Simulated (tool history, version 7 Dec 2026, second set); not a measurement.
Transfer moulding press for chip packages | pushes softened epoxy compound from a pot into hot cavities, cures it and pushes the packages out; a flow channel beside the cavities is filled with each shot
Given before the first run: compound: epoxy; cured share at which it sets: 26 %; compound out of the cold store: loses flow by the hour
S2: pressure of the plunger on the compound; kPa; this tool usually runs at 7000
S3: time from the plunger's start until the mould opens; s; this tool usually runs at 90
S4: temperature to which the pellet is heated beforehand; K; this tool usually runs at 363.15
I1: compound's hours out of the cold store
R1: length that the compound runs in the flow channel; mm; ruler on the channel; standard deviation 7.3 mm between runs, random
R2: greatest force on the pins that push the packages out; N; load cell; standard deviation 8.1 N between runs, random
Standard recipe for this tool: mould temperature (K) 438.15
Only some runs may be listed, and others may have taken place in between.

run 1 hour=0.0 | mould_temperature_(K)=438.15 S2=7000 S3=90 S4=363.15 | I1=23.2 | R1=764 R2=547
run 2 hour=8.4 | mould_temperature_(K)=438.15 S2=7000 S3=90 S4=363.15 | I1=26.1 | R1=770 R2=562
run 3 hour=20.3 | mould_temperature_(K)=438.15 S2=7000 S3=90 S4=363.15 | I1=41.5 | R1=696 R2=558
-- hour=31.3 cavities cleaned with cleaning compound and waxed
run 4 hour=34.6 | mould_temperature_(K)=438.15 S2=7000 S3=90 S4=363.15 | I1=41.2 | R1=686 R2=351
run 5 hour=49.2 | mould_temperature_(K)=438.15 S2=7000 S3=90 S4=363.15 | I1=13.0 | R1=821 R2=451
run 6 hour=55.7 | mould_temperature_(K)=438.15 S2=7000 S3=90 S4=363.15 | I1=13.3 | R1=829 R2=477
run 7 hour=67.9 | mould_temperature_(K)=438.15 S2=7000 S3=90 S4=362.15 | I1=20.3 | R1=773 R2=519
run 8 hour=78.6 | mould_temperature_(K)=438.15 S2=7000 S3=90 S4=362.15 | I1=25.3 | R1=750 R2=536
run 9 hour=93.2 | mould_temperature_(K)=442.15 S2=7000 S3=90 S4=362.15 | I1=12.4 | R1=799 R2=479
run 10 hour=104.2 | mould_temperature_(K)=442.15 S2=7000 S3=90 S4=362.15 | I1=16.8 | R1=793 R2=482
run 11 hour=113.5 | mould_temperature_(K)=445.15 S2=8270 S3=77 S4=356.15 | I1=36.2 | R1=741 R2=532
-- hour=120.2 cavities cleaned with cleaning compound and waxed
run 12 hour=126.9 | mould_temperature_(K)=431.15 S2=6340 S3=119 S4=355.15 | I1=28.2 | R1=719 R2=370
run 13 hour=132.8 | mould_temperature_(K)=431.15 S2=6340 S3=119 S4=355.15 | I1=10.3 | R1=786 R2=417
run 14 hour=141.4 | mould_temperature_(K)=431.15 S2=6340 S3=119 S4=355.15 | I1=34.5 | R1=673 R2=420
-- hour=154.8 plunger's sealing rings changed
run 15 hour=157.2 | mould_temperature_(K)=436.15 S2=6310 S3=119 S4=355.15 | I1=22.8 | R1=769 R2=396
run 16 hour=167.2 | mould_temperature_(K)=445.15 S2=7000 S3=73 S4=363.15 | I1=45.2 | R1=695 R2=495
run 17 hour=178.0 | mould_temperature_(K)=439.15 S2=8080 S3=102 S4=360.15 | I1=24.0 | R1=861 R2=464

Alternative continuations, all from the tool just after run 17; predict every row:
run A hour=189.0 | mould_temperature_(K)=436.15 S2=6810 S3=74 S4=363.15 | I1=28.0 | R1=? R2=?
run B hour=189.0 | mould_temperature_(K)=438.15 S2=8160 S3=78 S4=363.15 | I1=28.3 | R1=? R2=?
run C hour=189.0 | mould_temperature_(K)=439.15 S2=8080 S3=127 S4=360.15 | I1=27.1 | R1=? R2=?
run D hour=189.0 | mould_temperature_(K)=432.15 S2=7400 S3=102 S4=371.15 | I1=29.3 | R1=? R2=?
run E hour=189.0 | mould_temperature_(K)=434.15 S2=8080 S3=102 S4=360.15 | I1=26.7 | R1=? R2=?

run=A R1=773 R2=1021
run=B R1=835 R2=780
run=C R1=839 R2=438
run=D R1=820 R2=628
run=E R1=852 R2=577
Without the tool's unlogged condition, the same runs would have read:
run=A R1=779 R2=603
run=B R1=841 R2=463
run=C R1=845 R2=277
run=D R1=826 R2=377
run=E R1=858 R2=346

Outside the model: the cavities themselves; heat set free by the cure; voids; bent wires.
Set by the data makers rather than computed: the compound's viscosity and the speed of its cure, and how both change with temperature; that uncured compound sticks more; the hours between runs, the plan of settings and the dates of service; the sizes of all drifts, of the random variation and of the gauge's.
